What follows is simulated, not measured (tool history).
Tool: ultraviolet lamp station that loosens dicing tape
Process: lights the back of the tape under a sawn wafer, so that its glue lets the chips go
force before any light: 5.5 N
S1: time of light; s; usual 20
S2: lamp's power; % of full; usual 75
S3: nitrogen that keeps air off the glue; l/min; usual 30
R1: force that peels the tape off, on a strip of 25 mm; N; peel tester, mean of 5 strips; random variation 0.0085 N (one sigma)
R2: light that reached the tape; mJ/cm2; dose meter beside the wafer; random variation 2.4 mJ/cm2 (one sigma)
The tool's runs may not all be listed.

| run | hour | S1 | S2 | S3 | R1 | R2 |
|---|---|---|---|---|---|---|
| 1 | 0.0 | 20 | 75 | 30 | 0.577 | 200 |
| 2 | 32.5 | 20 | 75 | 30 | 0.609 | 200 |
| 3 | 66.8 | 20 | 75 | 30 | 0.618 | 191 |
| 4 | 89.9 | 20 | 75 | 30 | 0.615 | 194 |
| 5 | 118.5 | 20 | 75 | 30 | 0.633 | 188 |
| 6 | 152.8 | 20 | 75 | 20 | 0.781 | 188 |
| 7 | 180.0 | 20 | 75 | 30 | 0.646 | 188 |
| 8 | 204.7 | 20 | 75 | 30 | 0.651 | 187 |
| 9 | 242.1 | 20 | 75 | 30 | 0.678 | 187 |
| 10 | 270.6 | 20 | 75 | 30 | 0.667 | 183 |
| 11 | 293.8 | 20 | 75 | 30 | 0.686 | 180 |
| 12 | 315.6 | 20 | 75 | 30 | 0.679 | 180 |
| 13 | 335.2 | 20 | 75 | 30 | 0.710 | 181 |
| 14 | 371.2 | 20 | 75 | 30 | 0.716 | 180 |
| 15 | 410.2 | 20 | 75 | 30 | 0.744 | 173 |
| 16 | 428.7 | 20 | 77 | 32 | 0.715 | 180 |
| 17 | 470.2 | 20 | 77 | 32 | 0.689 | 177 |
| 18 | 489.2 | 14 | 63 | 25 | 1.770 | 100 |
| 19 | 517.3 | 14 | 63 | 25 | 1.810 | 102 |
| 20 | 549.6 | 20 | 78 | 41 | 0.655 | 172 |
| 21 | 582.7 | 23 | 75 | 30 | 0.617 | 192 |
| 22 | 618.0 | 29 | 70 | 30 | 0.441 | 228 |
| 23 | 659.6 | 13 | 90 | 13 | 1.676 | 128 |
| 24 | 693.2 | 13 | 90 | 13 | 1.728 | 127 |
| 25 | 732.9 | 13 | 90 | 13 | 1.772 | 123 |
| 26 | 777.6 | 13 | 90 | 13 | 1.719 | 120 |
| 27 | 818.2 | 13 | 90 | 13 | 1.778 | 118 |
| 28 | 856.5 | 37 | 88 | 55 | 0.149 | 332 |
| 29 | 882.7 | 37 | 88 | 55 | 0.130 | 331 |

3 ways to go on from here, each from the tool as it stands after run 29. What would each give?
| A | 921.1 | 20 | 75 | 37 | ? | ? |
| B | 921.1 | 37 | 63 | 11 | ? | ? |
| C | 921.1 | 37 | 93 | 55 | ? | ? |

| run | R1 | R2 |
|---|---|---|
| A | 0.936 | 150 |
| B | 0.735 | 233 |
| C | 0.124 | 342 |
Without the tool's hidden state the same runs would have given:
| run | R1 | R2 |
|---|---|---|
| A | 0.318 | 251 |
| B | 0.233 | 391 |
| C | 0.077 | 573 |
